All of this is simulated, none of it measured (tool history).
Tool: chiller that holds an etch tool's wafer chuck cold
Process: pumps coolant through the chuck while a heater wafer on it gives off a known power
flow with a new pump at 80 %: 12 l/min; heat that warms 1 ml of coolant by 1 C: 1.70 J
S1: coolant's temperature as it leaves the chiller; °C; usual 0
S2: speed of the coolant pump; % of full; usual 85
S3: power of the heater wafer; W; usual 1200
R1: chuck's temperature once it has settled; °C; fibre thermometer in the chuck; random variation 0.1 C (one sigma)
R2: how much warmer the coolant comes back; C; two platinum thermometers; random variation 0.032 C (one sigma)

Run 1, hour 0.0: usual settings. Result: R1 9.5 °C, R2 3.29 C.
Run 2, hour 18.4: usual settings. Result: R1 9.5 °C, R2 3.31 C.
Run 3, hour 48.5: usual settings. Result: R1 9.3 °C, R2 3.26 C.
Run 4, hour 66.4: usual settings. Result: R1 9.5 °C, R2 3.23 C.
Run 5, hour 98.3: usual settings. Result: R1 9.4 °C, R2 3.13 C.
Run 6, hour 113.7: usual settings but S2 87 % of full. Result: R1 9.1 °C, R2 3.03 C.
Run 7, hour 137.5: usual settings but S1 7 °C. Result: R1 16.4 °C, R2 3.14 C.
Run 8, hour 151.0: usual settings but S1 7 °C. Result: R1 16.5 °C, R2 3.12 C.
Run 9, hour 182.6: usual settings but S1 7 °C, S3 1071 W. Result: R1 15.4 °C, R2 2.70 C.
Run 10, hour 203.0: usual settings but S1 7 °C, S3 1071 W. Result: R1 15.3 °C, R2 2.74 C.
Run 11, hour 227.1: usual settings. Result: R1 9.5 °C, R2 3.03 C.
Run 12, hour 255.2: usual settings. Result: R1 9.4 °C, R2 3.04 C.
At hour 275.6: gauge calibrated.
Run 13, hour 277.8: usual settings but S3 829 W. Result: R1 6.5 °C, R2 2.25 C.
Run 14, hour 292.0: usual settings but S1 5 °C. Result: R1 14.4 °C, R2 3.26 C.
Run 15, hour 318.6: usual settings but S1 -1 °C, S2 64 % of full, S3 913 W. Result: R1 8.2 °C, R2 3.38 C.
Run 16, hour 340.8: usual settings but S1 6 °C, S2 82 % of full, S3 1020 W. Result: R1 14.2 °C, R2 2.85 C.
Run 17, hour 363.5: usual settings but S2 60 % of full. Result: R1 13.3 °C, R2 4.74 C.
Run 18, hour 379.6: usual settings but S1 -9 °C, S2 80 % of full. Result: R1 1.0 °C, R2 3.46 C.
Run 19, hour 406.8: usual settings but S1 -1 °C, S2 99 % of full, S3 1151 W. Result: R1 6.8 °C, R2 2.53 C.
Run 20, hour 435.2: usual settings but S1 5 °C, S2 99 % of full, S3 1201 W. Result: R1 13.1 °C, R2 2.57 C.
Run 21, hour 454.3: usual settings but S1 5 °C, S2 99 % of full, S3 1201 W. Result: R1 13.0 °C, R2 2.59 C.
Run 22, hour 481.6: usual settings but S1 8 °C, S2 92 % of full, S3 1647 W. Result: R1 19.9 °C, R2 3.92 C.
Run 23, hour 513.7: usual settings but S1 7 °C, S3 1247 W. Result: R1 16.7 °C, R2 3.21 C.
Run 24, hour 540.4: usual settings but S1 7 °C, S3 1247 W. Result: R1 16.9 °C, R2 3.21 C.
At hour 554.4: chiller's thermometer calibrated.
Run 25, hour 571.4: usual settings but S1 7 °C, S3 1247 W. Result: R1 16.9 °C, R2 3.07 C.
Run 26, hour 598.9: usual settings but S1 7 °C, S3 1247 W. Result: R1 16.7 °C, R2 3.08 C.
Run 27, hour 613.4: usual settings but S1 -9 °C. Result: R1 0.3 °C, R2 2.92 C.

Forecast each of these 4 alternatives for the next run:
Run A, hour 637.6: usual settings but S1 -9 °C, S2 90 % of full, S3 859 W. Result: R1 ?, R2 ?.
Run B, hour 637.6: usual settings but S1 -4 °C, S2 79 % of full, S3 1007 W. Result: R1 ?, R2 ?.
Run C, hour 637.6: usual settings but S1 -9 °C, S2 69 % of full, S3 635 W. Result: R1 ?, R2 ?.
Run D, hour 637.6: usual settings but S1 2 °C, S2 75 % of full, S3 1074 W. Result: R1 ?, R2 ?.

run    R1    R2
  A  -2.7  1.83
  B   4.4  2.63
  C  -2.9  1.76
  D  11.4  2.98
Without the tool's hidden state the same runs would have given:
run    R1    R2
  A  -2.7  2.23
  B   4.4  3.03
  C  -2.9  2.16
  D  11.3  3.38
